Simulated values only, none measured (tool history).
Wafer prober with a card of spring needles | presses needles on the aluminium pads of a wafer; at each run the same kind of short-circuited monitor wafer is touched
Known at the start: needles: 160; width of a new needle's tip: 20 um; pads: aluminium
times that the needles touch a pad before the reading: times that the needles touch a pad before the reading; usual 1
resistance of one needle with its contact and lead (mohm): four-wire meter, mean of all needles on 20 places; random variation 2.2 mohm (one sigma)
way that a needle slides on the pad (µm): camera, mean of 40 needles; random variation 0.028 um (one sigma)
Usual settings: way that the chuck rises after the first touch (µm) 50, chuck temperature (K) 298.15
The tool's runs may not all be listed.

run	hour	way that the chuck rises after the first touch (µm)	chuck temperature (K)	times that the needles touch a pad before the reading	resistance of one needle with its contact and lead (mohm)	way that a needle slides on the pad (µm)
1	0.0	50	298.15	1	248	6.66
2	41.0	50	298.15	2	250	6.69
3	77.7	50	298.15	2	247	6.75
4	120.8	50	298.15	2	247	6.68
5	154.9	50	298.15	2	247	6.66
6	190.9	50	298.15	3	243	6.70
7	228.7	50	298.15	1	249	6.69
8	258.7	50	298.15	1	245	6.68
9	280.9	50	310.15	1	253	6.72
10	330.6	50	309.15	1	248	6.70
11	360.9	50	298.15	1	250	6.67
12	402.6	50	298.15	1	244	6.64
13	438.5	50	298.15	1	247	6.65
14	462.1	50	298.15	1	245	6.64
15	505.1	50	298.15	1	249	6.69
16	544.6	40	379.15	2	277	5.33
17	576.2	31	384.15	3	285	4.17
18	605.8	50	315.15	1	246	6.64
19	628.9	69	346.15	3	255	9.24
20	669.2	69	341.15	3	254	9.26
21	701.5	69	341.15	3	253	9.27
22	721.8	41	300.15	2	253	5.47
23	754.0	67	383.15	2	268	8.91
24	801.4	44	352.15	2	267	5.92
25	841.1	37	307.15	1	258	4.94
26	876.2	37	307.15	1	255	4.91

Not shown: 78 entries that the log had between the listed runs. Between which runs, and how does the tool's hidden state differ before and after?
Between runs 1 and 2: tips cleaned on abrasive film (hour 2.6); tips cleaned on abrasive film (hour 14.7); tips cleaned on abrasive film (hour 24.8); tips cleaned on abrasive film (hour 37.0)
  debris on the tips, nm: 0.4 -> 0.2
Between runs 2 and 3: tips cleaned on abrasive film (hour 48.3); tips cleaned on abrasive film (hour 58.4); tips cleaned on abrasive film (hour 68.4)
  debris on the tips, nm: 0.2 -> 0.4
Between runs 3 and 4: tips cleaned on abrasive film (hour 80.2); tips cleaned on abrasive film (hour 90.2); tips cleaned on abrasive film (hour 102.4); tips cleaned on abrasive film (hour 114.8)
  debris on the tips, nm: 0.4 -> 0.3; way that the needles fall short of the set height, um: 0.02 -> 0.03
Between runs 4 and 5: tips cleaned on abrasive film (hour 125.8); tips cleaned on abrasive film (hour 138.4); tips cleaned on abrasive film (hour 150.6)
  debris on the tips, nm: 0.3 -> 0.2
Between runs 5 and 6: tips cleaned on abrasive film (hour 162.5); tips cleaned on abrasive film (hour 174.8); tips cleaned on abrasive film (hour 184.9)
  debris on the tips, nm: 0.2 -> 0.3
Between runs 6 and 7: tips cleaned on abrasive film (hour 195.8); tips cleaned on abrasive film (hour 205.9); tips cleaned on abrasive film (hour 218.5); tips cleaned on abrasive film (hour 228.7)
  debris on the tips, nm: 0.3 -> 0
Between runs 7 and 8: tips cleaned on abrasive film (hour 240.9); tips cleaned on abrasive film (hour 253.5)
  debris on the tips, nm: 0 -> 0.3
Between runs 8 and 9: tips cleaned on abrasive film (hour 263.8); tips cleaned on abrasive film (hour 274.7)
  way that the needles fall short of the set height, um: 0.03 -> 0.04
Between runs 9 and 10: tips cleaned on abrasive film (hour 285.7); tips cleaned on abrasive film (hour 295.7); tips cleaned on abrasive film (hour 307.8); tips cleaned on abrasive film (hour 320.3); tips cleaned on abrasive film (hour 330.6)
  debris on the tips, nm: 0.3 -> 0.1
Between runs 10 and 11: tips cleaned on abrasive film (hour 343.1); tips cleaned on abrasive film (hour 355.3)
  debris on the tips, nm: 0.1 -> 0.3
Between runs 11 and 12: tips cleaned on abrasive film (hour 365.6); tips cleaned on abrasive film (hour 377.7); tips cleaned on abrasive film (hour 389.8); tips cleaned on abrasive film (hour 402.3)
  debris on the tips, nm: 0.3 -> 0.1
Between runs 12 and 13: tips cleaned on abrasive film (hour 412.7); tips cleaned on abrasive film (hour 422.7); tips cleaned on abrasive film (hour 435.0)
  debris on the tips, nm: 0.1 -> 0.2
Between runs 13 and 14: tips cleaned on abrasive film (hour 446.0); tips cleaned on abrasive film (hour 456.1)
  debris on the tips, nm: 0.2 -> 0.3; way that the needles fall short of the set height, um: 0.04 -> 0.05
Between runs 14 and 15: tips cleaned on abrasive film (hour 466.8); tips cleaned on abrasive film (hour 478.8); tips cleaned on abrasive film (hour 491.3); tips cleaned on abrasive film (hour 503.7)
  debris on the tips, nm: 0.3 -> 0.1; tips' diameter, um: 20.03 -> 20.04
Between runs 15 and 16: tips cleaned on abrasive film (hour 515.2); tips cleaned on abrasive film (hour 525.2); tips cleaned on abrasive film (hour 537.8)
  debris on the tips, nm: 0.1 -> 0.3
Between runs 16 and 17: tips cleaned on abrasive film (hour 549.7); tips cleaned on abrasive film (hour 561.6); tips cleaned on abrasive film (hour 573.7); height of the first contact set anew (hour 574.0)
  debris on the tips, nm: 0.3 -> 0.1; way that the needles fall short of the set height, um: 0.05 -> 0
Between runs 17 and 18: tips cleaned on abrasive film (hour 585.9); tips cleaned on abrasive film (hour 597.7)
  debris on the tips, nm: 0.1 -> 0.4
Between runs 18 and 19: tips cleaned on abrasive film (hour 608.4); tips cleaned on abrasive film (hour 618.5); tips cleaned on abrasive film (hour 628.9)
  debris on the tips, nm: 0.4 -> 0
Between runs 19 and 20: tips cleaned on abrasive film (hour 641.2); tips cleaned on abrasive film (hour 653.7); tips cleaned on abrasive film (hour 666.2)
  debris on the tips, nm: 0 -> 0.2
Between runs 20 and 21: tips cleaned on abrasive film (hour 676.6); tips cleaned on abrasive film (hour 688.6); tips cleaned on abrasive film (hour 700.8)
  debris on the tips, nm: 0.2 -> 0.1; way that the needles fall short of the set height, um: 0 -> 0.01
Between runs 21 and 22: tips cleaned on abrasive film (hour 711.2); tips cleaned on abrasive film (hour 721.8)
  debris on the tips, nm: 0.1 -> 0
Between runs 22 and 23: tips cleaned on abrasive film (hour 733.9); tips cleaned on abrasive film (hour 746.0)
  debris on the tips, nm: 0 -> 0.4
Between runs 23 and 24: tips cleaned on abrasive film (hour 756.6); tips cleaned on abrasive film (hour 769.2); tips cleaned on abrasive film (hour 781.7); tips cleaned on abrasive film (hour 793.9)
  no hidden state differs between the two runs
Between runs 24 and 25: tips cleaned on abrasive film (hour 806.5); tips cleaned on abrasive film (hour 819.0); tips cleaned on abrasive film (hour 829.1); tips cleaned on abrasive film (hour 841.0)
  debris on the tips, nm: 0.4 -> 0
Between runs 25 and 26: tips cleaned on abrasive film (hour 851.2); tips cleaned on abrasive film (hour 863.4); tips cleaned on abrasive film (hour 875.5)
  debris on the tips, nm: 0 -> 0.1; way that the needles fall short of the set height, um: 0.01 -> 0.02
